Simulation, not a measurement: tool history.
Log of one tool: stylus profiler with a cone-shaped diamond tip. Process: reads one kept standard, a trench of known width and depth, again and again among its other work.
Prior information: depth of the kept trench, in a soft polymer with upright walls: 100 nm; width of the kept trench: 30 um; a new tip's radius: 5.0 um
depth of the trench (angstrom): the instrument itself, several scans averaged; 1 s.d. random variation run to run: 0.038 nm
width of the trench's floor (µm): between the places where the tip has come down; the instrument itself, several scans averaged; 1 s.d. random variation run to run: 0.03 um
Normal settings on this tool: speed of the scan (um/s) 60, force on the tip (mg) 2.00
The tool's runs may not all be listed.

| run | hour | speed of the scan (um/s) | force on the tip (mg) | depth of the trench (angstrom) | width of the trench's floor (µm) |
|---|---|---|---|---|---|
| 1 | 0.0 | 60 | 2.00 | 1002.7 | 27.69 |
| 2 | 33.1 | 60 | 2.00 | 1001.9 | 27.66 |
| 3 | 71.1 | 60 | 3.75 | 1005.0 | 27.64 |
| 4 | 105.9 | 60 | 2.00 | 1001.9 | 27.64 |
| 5 | 126.9 | 60 | 4.74 | 1005.6 | 27.72 |
| 6 | 151.8 | 60 | 4.58 | 1005.6 | 27.69 |
| 7 | 189.3 | 60 | 4.58 | 1005.9 | 27.73 |
| 8 | 220.6 | 60 | 4.58 | 1005.7 | 27.64 |
|  | 223.4 | height scale calibrated on a step standard |
| 9 | 246.8 | 60 | 4.58 | 1003.3 | 27.66 |
| 10 | 290.8 | 233 | 0.86 | 998.1 | 27.00 |
| 11 | 323.4 | 233 | 0.86 | 997.4 | 27.01 |
| 12 | 357.7 | 94 | 0.70 | 997.4 | 27.37 |

Run 13 is up next; what results do you expect?
| 13 | 394.7 | 94 | 0.70 | ? | ? |

depth of the trench (angstrom): 997.5
width of the trench's floor (µm): 27.42
Take away the tool's hidden state, keep the run-to-run variation as it was, and the same run would have given depth of the trench (angstrom) 1002.7, width of the trench's floor (µm) 27.68.
